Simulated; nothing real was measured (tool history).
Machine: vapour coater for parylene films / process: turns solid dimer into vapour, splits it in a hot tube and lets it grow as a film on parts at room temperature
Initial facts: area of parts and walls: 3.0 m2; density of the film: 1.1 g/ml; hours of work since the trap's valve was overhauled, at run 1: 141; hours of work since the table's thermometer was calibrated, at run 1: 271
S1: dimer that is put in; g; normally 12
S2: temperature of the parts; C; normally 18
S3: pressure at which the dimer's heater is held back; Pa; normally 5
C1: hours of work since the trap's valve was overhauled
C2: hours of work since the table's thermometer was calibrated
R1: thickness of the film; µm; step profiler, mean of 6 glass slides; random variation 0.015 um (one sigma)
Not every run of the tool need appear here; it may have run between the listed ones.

{"run": 1, "hour": 0.0, "S1": 12, "S2": 18, "S3": 5, "C1": 141, "C2": 271, "R1": 1.98}
{"run": 2, "hour": 17.8, "S1": 12, "S2": 14, "S3": 5, "C1": 149, "C2": 279, "R1": 2.21}
{"run": 3, "hour": 35.2, "S1": 12, "S2": 18, "S3": 5, "C1": 157, "C2": 287, "R1": 2}
{"run": 4, "hour": 59.6, "S1": 12, "S2": 18, "S3": 2.33, "C1": 168, "C2": 298, "R1": 2.15}
{"run": 5, "hour": 71.6, "S1": 12, "S2": 18, "S3": 2.33, "C1": 174, "C2": 303, "R1": 2.13}
{"run": 6, "hour": 90.4, "S1": 12, "S2": 18, "S3": 5.51, "C1": 182, "C2": 312, "R1": 1.93}
{"run": 7, "hour": 113.0, "S1": 16, "S2": 18, "S3": 5.51, "C1": 192, "C2": 322, "R1": 2.58}
{"run": 8, "hour": 129.1, "S1": 8, "S2": 23, "S3": 9.92, "C1": 200, "C2": 329, "R1": 1.06}
{"hour": 154.8, "done": "trap's valve overhauled"}
{"run": 9, "hour": 154.8, "S1": 12, "S2": 19, "S3": 10.43, "C1": 0, "C2": 339, "R1": 1.86}
{"run": 10, "hour": 167.4, "S1": 20, "S2": 14, "S3": 5.21, "C1": 6, "C2": 345, "R1": 3.85}
{"run": 11, "hour": 182.6, "S1": 9, "S2": 15, "S3": 4, "C1": 13, "C2": 352, "R1": 1.73}

What if the next run were any one of these 4? Each begins from the tool's condition after run 11:
{"run": "A", "hour": 200.1, "S1": 9, "S2": 18, "S3": 2.7, "C1": 21, "C2": 360, "R1": "?"}
{"run": "B", "hour": 200.1, "S1": 12, "S2": 18, "S3": 7.84, "C1": 21, "C2": 360, "R1": "?"}
{"run": "C", "hour": 200.1, "S1": 18, "S2": 24, "S3": 8.93, "C1": 21, "C2": 360, "R1": "?"}
{"run": "D", "hour": 200.1, "S1": 17, "S2": 23, "S3": 2.47, "C1": 21, "C2": 360, "R1": "?"}

run=A R1=1.65
run=B R1=1.97
run=C R1=2.46
run=D R1=2.78
The same runs, with their run-to-run variation unchanged, on a tool lacking any hidden condition would have given:
run=A R1=1.69
run=B R1=2.02
run=C R1=2.52
run=D R1=2.85
